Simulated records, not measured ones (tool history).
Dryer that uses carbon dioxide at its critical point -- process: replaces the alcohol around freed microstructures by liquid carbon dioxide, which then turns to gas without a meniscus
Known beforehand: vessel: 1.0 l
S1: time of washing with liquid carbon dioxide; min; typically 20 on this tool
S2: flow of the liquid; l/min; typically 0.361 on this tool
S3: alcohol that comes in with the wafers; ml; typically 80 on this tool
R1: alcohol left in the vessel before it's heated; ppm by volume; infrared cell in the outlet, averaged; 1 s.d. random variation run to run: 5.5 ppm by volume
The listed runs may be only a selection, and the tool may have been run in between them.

| run | hour | S1 | S2 | S3 | R1 |
|---|---|---|---|---|---|
| 1 | 0 | 20 | 0.361 | 80 | 208 |
| 2 | 39.5 | 13 | 0.361 | 80 | 1656 |
| 3 | 70.5 | 20 | 0.361 | 27 | 84 |
| 4 | 99.6 | 20 | 0.361 | 27 | 93 |
|  | 144.6 | inlet filter changed |
| 5 | 144.6 | 20 | 0.361 | 27 | 85 |
| 6 | 200.9 | 28 | 0.361 | 80 | 58 |
| 7 | 225.3 | 20 | 0.361 | 80 | 204 |
| 8 | 261.9 | 28 | 0.361 | 80 | 65 |
| 9 | 302 | 20 | 0.361 | 56 | 183 |
| 10 | 358.1 | 14 | 0.361 | 80 | 1204 |
| 11 | 411.3 | 20 | 0.361 | 90 | 293 |
| 12 | 441.4 | 20 | 0.361 | 90 | 305 |
| 13 | 477.9 | 20 | 0.361 | 90 | 306 |
| 14 | 516.1 | 20 | 0.361 | 80 | 299 |
| 15 | 564.7 | 20 | 0.361 | 36 | 197 |
|  | 592.9 | inlet filter changed |
| 16 | 621.6 | 20 | 0.361 | 80 | 271 |
| 17 | 672.4 | 20 | 0.361 | 80 | 288 |
| 18 | 704.8 | 23 | 0.223 | 80 | 1275 |
| 19 | 740.1 | 23 | 0.223 | 80 | 1309 |
| 20 | 767.5 | 23 | 0.223 | 80 | 1371 |
| 21 | 798.1 | 29 | 0.577 | 31 | 138 |
| 22 | 848.3 | 30 | 0.541 | 75 | 147 |
| 23 | 891.7 | 15 | 0.4 | 80 | 739 |
| 24 | 944.2 | 15 | 0.4 | 80 | 746 |
| 25 | 988.2 | 22 | 0.224 | 69 | 1526 |
| 26 | 1013.7 | 29 | 0.343 | 83 | 199 |
|  | 1042.2 | inlet filter changed |
| 27 | 1066.2 | 30 | 0.343 | 83 | 205 |
| 28 | 1121.4 | 30 | 0.343 | 83 | 201 |
| 29 | 1156.2 | 20 | 0.445 | 80 | 245 |
| 30 | 1204.6 | 20 | 0.445 | 80 | 229 |
| 31 | 1260 | 27 | 0.464 | 80 | 230 |

Here are 4 independent what-if runs from the current tool condition. What would each one return?
| A | 1313.8 | 20 | 0.221 | 23 | ? |
| B | 1313.8 | 27 | 0.272 | 101 | ? |
| C | 1313.8 | 16 | 0.361 | 80 | ? |
| D | 1313.8 | 20 | 0.295 | 36 | ? |

| run | R1 |
|---|---|
| A | 830 |
| B | 450 |
| C | 869 |
| D | 505 |
Had the tool no hidden state, the same runs would have come out as:
| run | R1 |
|---|---|
| A | 533 |
| B | 186 |
| C | 544 |
| D | 237 |

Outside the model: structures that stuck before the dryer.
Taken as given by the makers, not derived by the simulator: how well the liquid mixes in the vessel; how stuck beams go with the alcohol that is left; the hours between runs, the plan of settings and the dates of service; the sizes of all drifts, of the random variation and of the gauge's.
